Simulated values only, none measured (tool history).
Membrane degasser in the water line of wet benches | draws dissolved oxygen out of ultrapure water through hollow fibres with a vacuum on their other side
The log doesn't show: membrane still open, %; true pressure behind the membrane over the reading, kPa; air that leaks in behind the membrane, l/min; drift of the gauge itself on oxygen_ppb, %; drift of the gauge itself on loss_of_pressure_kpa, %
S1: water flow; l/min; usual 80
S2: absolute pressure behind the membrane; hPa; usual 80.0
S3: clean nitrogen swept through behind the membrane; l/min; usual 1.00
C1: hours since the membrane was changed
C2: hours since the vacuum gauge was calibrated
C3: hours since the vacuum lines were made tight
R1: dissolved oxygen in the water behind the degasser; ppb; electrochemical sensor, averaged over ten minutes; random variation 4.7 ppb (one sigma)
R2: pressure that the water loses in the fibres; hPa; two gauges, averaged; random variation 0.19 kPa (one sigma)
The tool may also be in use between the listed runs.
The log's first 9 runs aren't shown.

run	hour	S1	S2	S3	C1	C2	C3	R1	R2
10	744.9	80	80.0	0.62	2729	3853	404	857.5	371.4
11	847.5	80	80.0	1.88	2832	3956	507	453.6	370.2
12	933.9	80	80.0	1.00	2918	4042	593	666.2	366.3
13	1029.6	80	80.0	1.00	3014	4138	689	660.0	364.5
14	1073.7	80	80.0	1.00	3058	4182	733	672.1	366.2
15	1171.2	80	136.4	1.00	3155	4279	830	1306.4	362.8
16	1257.2	80	130.3	1.00	3241	4365	916	1223.3	365.2
17	1319.5	80	130.3	1.00	3303	4428	978	1248.0	365.0
18	1409.0	112	80.0	0.86	3393	4517	1068	925.1	508.6
19	1493.3	112	80.0	0.86	3477	4601	1152	927.2	505.7
20	1597.5	65	49.0	0.60	3581	4706	1256	310.0	296.1
21	1700.1	56	55.9	0.56	3684	4808	1359	382.3	253.1
22	1771.9	56	153.4	0.56	3756	4880	1431	1624.6	251.4
23	1827.3	78	60.3	0.56	3811	4935	1486	574.2	349.8
24	1904.5	50	60.3	0.56	3888	5013	1563	414.6	224.2
25	1988.1	85	196.5	0.79	3972	5096	1647	2227.9	382.6
26	2046.4	85	196.5	0.79	4030	5155	1705	2232.0	382.2
# hour 2125.1: gauge calibrated
27	2144.1	85	196.5	0.79	4128	5252	1803	2227.2	392.7
28	2209.6	80	152.6	2.56	4194	5318	1869	792.4	369.9
29	2304.3	80	80.0	1.33	4288	5412	1963	560.7	373.7
30	2393.9	52	65.2	0.84	4378	5502	2053	379.4	240.1
31	2490.2	52	65.2	0.84	4474	5598	2149	379.8	239.6

Forecast each of these 4 alternatives for the next run:
A	2588.8	55	55.2	1.96	4573	5697	2248	?	?
B	2588.8	65	69.8	1.00	4573	5697	2248	?	?
C	2588.8	80	98.9	1.03	4573	5697	2248	?	?
D	2588.8	116	80.0	2.18	4573	5697	2248	?	?

run	R1	R2
A	164.1	253.7
B	467.0	299.3
C	877.2	369.9
D	592.4	533.0
Without the tool's hidden state the same runs would have given:
run	R1	R2
A	163.6	254.8
B	466.2	300.6
C	876.3	371.6
D	591.3	535.4
